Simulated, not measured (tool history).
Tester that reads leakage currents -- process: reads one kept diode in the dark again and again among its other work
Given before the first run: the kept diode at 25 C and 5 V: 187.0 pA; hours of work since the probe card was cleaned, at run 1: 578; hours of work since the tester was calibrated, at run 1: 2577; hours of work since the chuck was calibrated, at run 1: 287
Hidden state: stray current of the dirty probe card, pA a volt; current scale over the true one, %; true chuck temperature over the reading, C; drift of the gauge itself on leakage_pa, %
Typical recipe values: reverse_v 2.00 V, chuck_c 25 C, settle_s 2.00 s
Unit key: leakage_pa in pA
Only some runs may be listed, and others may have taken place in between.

run    hour  reverse_v  chuck_c  settle_s  hours of work since the probe card was cleaned  hours of work since the tester was calibrated  hours of work since the chuck was calibrated  leakage_pa
  1     0.0       2.00       25      2.00                                             578                                           2577                                           287      119.42
  2   187.4       2.00       25      2.00                                             706                                           2705                                           416      119.91
  3   367.3       2.00       25      1.72                                             829                                           2828                                           539      119.60
      442.1  -- chuck's temperature calibrated
  4   611.4       2.00       25      1.72                                             995                                           2994                                           116      119.41
  5   867.9       2.00       25      4.91                                            1170                                           3170                                           291      119.35
  6  1080.3       2.00       25      2.00                                            1316                                           3315                                           437      120.05
     1296.7  -- chuck's temperature calibrated
  7  1323.0       2.00       25      2.00                                            1480                                           3480                                            18      120.13
  8  1599.1       2.00       25      2.00                                            1669                                           3669                                           207      120.32
  9  1762.6       2.00       25      2.00                                            1781                                           3780                                           319      120.11
 10  1910.0       2.00       25      2.00                                            1882                                           3881                                           420      120.25
     1990.1  -- probe card cleaned and baked
     2015.0  -- tester calibrated
 11  2106.6       2.00       25      2.00                                              78                                             63                                           551      119.85
     2156.7  -- chuck's temperature calibrated
 12  2270.9       2.00       40      0.73                                             189                                            174                                            78      442.70
 13  2387.4       1.24       55      5.81                                             269                                            253                                           158     1154.79
 14  2651.4       2.00       25      0.84                                             450                                            434                                           339      119.50
 15  2799.3       2.00       25      0.84                                             551                                            535                                           440      118.98
 16  2951.5       2.00       25      0.84                                             655                                            640                                           544      119.60
     3008.5  -- chuck's temperature calibrated
 17  3188.3       2.00       40      0.69                                             816                                            800                                           123      443.41
 18  3350.3      17.30       34      0.69                                             927                                            911                                           234      759.35
 19  3479.0       2.48       25      9.07                                            1015                                            999                                           322      133.17
 20  3682.5       2.48       25      9.07                                            1154                                           1138                                           461      132.70

5 ways to go on from here, each from the tool as it stands after run 20. What would each give?
     3873.0  -- chuck's temperature calibrated
  A  3964.8       2.48       25      4.64                                            1346                                           1330                                            63           ?
     3873.0  -- chuck's temperature calibrated
  B  3964.8       2.10       30      8.50                                            1346                                           1330                                            63           ?
     3873.0  -- chuck's temperature calibrated
  C  3964.8       2.00       25      0.85                                            1346                                           1330                                            63           ?
     3873.0  -- chuck's temperature calibrated
  D  3964.8      15.11       29      9.07                                            1346                                           1330                                            63           ?
     3873.0  -- chuck's temperature calibrated
  E  3964.8       3.46       25      9.07                                            1346                                           1330                                            63           ?

run  leakage_pa
  A      133.50
  B      191.94
  C      119.64
  D      458.26
  E      156.52
With no hidden state in the tool, these same runs would have given:
run  leakage_pa
  A      133.47
  B      191.94
  C      119.63
  D      457.95
  E      156.47

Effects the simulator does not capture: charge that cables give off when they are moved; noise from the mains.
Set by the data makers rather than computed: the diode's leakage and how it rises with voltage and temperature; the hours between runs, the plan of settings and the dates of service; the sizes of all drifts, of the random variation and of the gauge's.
